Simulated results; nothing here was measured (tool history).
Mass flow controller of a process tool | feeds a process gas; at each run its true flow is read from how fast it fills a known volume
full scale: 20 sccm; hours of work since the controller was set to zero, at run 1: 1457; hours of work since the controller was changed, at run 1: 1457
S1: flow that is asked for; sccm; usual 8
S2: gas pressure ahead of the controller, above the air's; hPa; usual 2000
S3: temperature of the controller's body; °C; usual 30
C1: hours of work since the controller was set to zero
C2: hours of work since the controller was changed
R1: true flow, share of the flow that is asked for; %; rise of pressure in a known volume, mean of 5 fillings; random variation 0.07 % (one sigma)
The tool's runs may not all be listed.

run	hour	S1	S2	S3	C1	C2	R1
1	0.0	8	2000	30	1457	1457	98.58
2	76.3	8	2000	30	1509	1509	98.44
3	145.8	8	2000	30	1556	1556	98.39
4	230.7	8	2000	30	1614	1614	98.35
5	296.9	8	2000	30	1659	1659	98.29
6	381.1	7	2000	30	1716	1716	98.12
7	427.5	8	2000	30	1747	1747	98.26
8	511.4	8	2000	30	1804	1804	98.44
9	549.0	8	2000	30	1830	1830	98.26
10	620.2	8	2150	30	1878	1878	98.40
11	695.0	8	2150	22	1929	1929	98.73
12	780.8	8	2150	22	1987	1987	98.55
13	860.2	8	1520	30	2041	2041	98.03
14	917.2	8	1720	30	2080	2080	97.93
15	997.6	8	2000	30	2134	2134	98.17
16	1046.6	8	2000	30	2167	2167	98.14
17	1124.1	8	2000	30	2220	2220	98.17
18	1189.7	8	2000	38	2265	2265	97.70
19	1236.6	8	2620	29	2296	2296	98.37
20	1323.0	8	2620	29	2355	2355	98.28
21	1365.4	8	2620	29	2384	2384	98.40
22	1416.5	8	2620	32	2418	2418	98.21
# hour 1422.0: controller's zero set anew
23	1454.8	8	2620	32	22	2444	98.09
24	1542.4	6	2000	28	82	2503	97.41
25	1598.2	13	1440	31	120	2541	98.09
26	1648.7	13	1440	31	154	2576	97.99
# hour 1688.1: controller's zero set anew, once more
27	1709.3	8	2000	33	14	2616	98.66
28	1752.6	8	2000	33	44	2646	98.50
29	1792.0	5	2000	30	70	2672	98.34
30	1849.3	3	2000	24	109	2711	98.42
31	1932.8	3	2000	30	166	2768	98.08
32	1995.2	3	2000	30	208	2810	98.01
33	2065.2	4	2340	33	256	2858	98.13
34	2139.4	5	1840	36	306	2908	97.80
35	2222.8	8	1600	27	363	2965	98.24

4 ways to go on from here, each from the tool as it stands after run 35. What would each give?
A	2307.4	8	2410	30	420	3022	?
B	2307.4	19	1600	27	420	3022	?
C	2307.4	3	1870	31	420	3022	?
D	2307.4	8	2610	29	420	3022	?

run	R1
A	98.63
B	98.87
C	97.65
D	98.62
Without the tool's hidden state the same runs would have given:
run	R1
A	99.52
B	99.65
C	98.85
D	99.51
